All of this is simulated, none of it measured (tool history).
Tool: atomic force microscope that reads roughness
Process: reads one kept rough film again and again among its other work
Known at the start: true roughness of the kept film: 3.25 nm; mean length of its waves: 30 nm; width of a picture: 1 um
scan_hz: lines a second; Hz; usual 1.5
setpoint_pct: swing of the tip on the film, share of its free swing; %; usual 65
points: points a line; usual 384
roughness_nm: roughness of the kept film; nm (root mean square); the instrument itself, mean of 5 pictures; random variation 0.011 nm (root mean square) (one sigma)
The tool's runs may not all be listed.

Run 1, day 0: usual settings. Result: roughness_nm 2.665 nm (root mean square).
At day 1.371: new tip fitted.
Run 2, day 2.196: usual settings but scan_hz 2.22 Hz. Result: roughness_nm 2.607 nm (root mean square).
Run 3, day 3.7: usual settings. Result: roughness_nm 2.632 nm (root mean square).
Run 4, day 4.921: usual settings. Result: roughness_nm 2.635 nm (root mean square).
At day 5.104: new tip fitted.
Run 5, day 7.142: usual settings. Result: roughness_nm 2.653 nm (root mean square).
Run 6, day 8.517: usual settings. Result: roughness_nm 2.653 nm (root mean square).
At day 8.754: new tip fitted.
Run 7, day 10.329: usual settings. Result: roughness_nm 2.646 nm (root mean square).
Run 8, day 11.458: usual settings but points 274. Result: roughness_nm 2.641 nm (root mean square).
At day 12.433: new tip fitted.
Run 9, day 13.046: usual settings but scan_hz 2.19 Hz, points 964. Result: roughness_nm 2.597 nm (root mean square).
Run 10, day 14.296: usual settings but scan_hz 1.6 Hz, points 964. Result: roughness_nm 2.652 nm (root mean square).
Run 11, day 15.521: usual settings but scan_hz 0.94 Hz, setpoint_pct 74 %, points 964. Result: roughness_nm 2.651 nm (root mean square).
At day 16.104: new tip fitted.
Run 12, day 16.675: usual settings but scan_hz 0.76 Hz, points 725. Result: roughness_nm 2.758 nm (root mean square).
Run 13, day 18.958: usual settings but scan_hz 0.76 Hz, points 725. Result: roughness_nm 2.745 nm (root mean square).
At day 19.888: new tip fitted.
Run 14, day 20.404: usual settings but scan_hz 0.76 Hz, points 725. Result: roughness_nm 2.751 nm (root mean square).

Run 15 comes next. What will it give?
Run 15, day 22.988: usual settings but scan_hz 3.72 Hz, setpoint_pct 64 %, points 852. Result: roughness_nm ?.

{"run 15": {"roughness_nm": 2.475}}
Without the tool's hidden state the same run would have given roughness_nm 2.481 nm (root mean square).
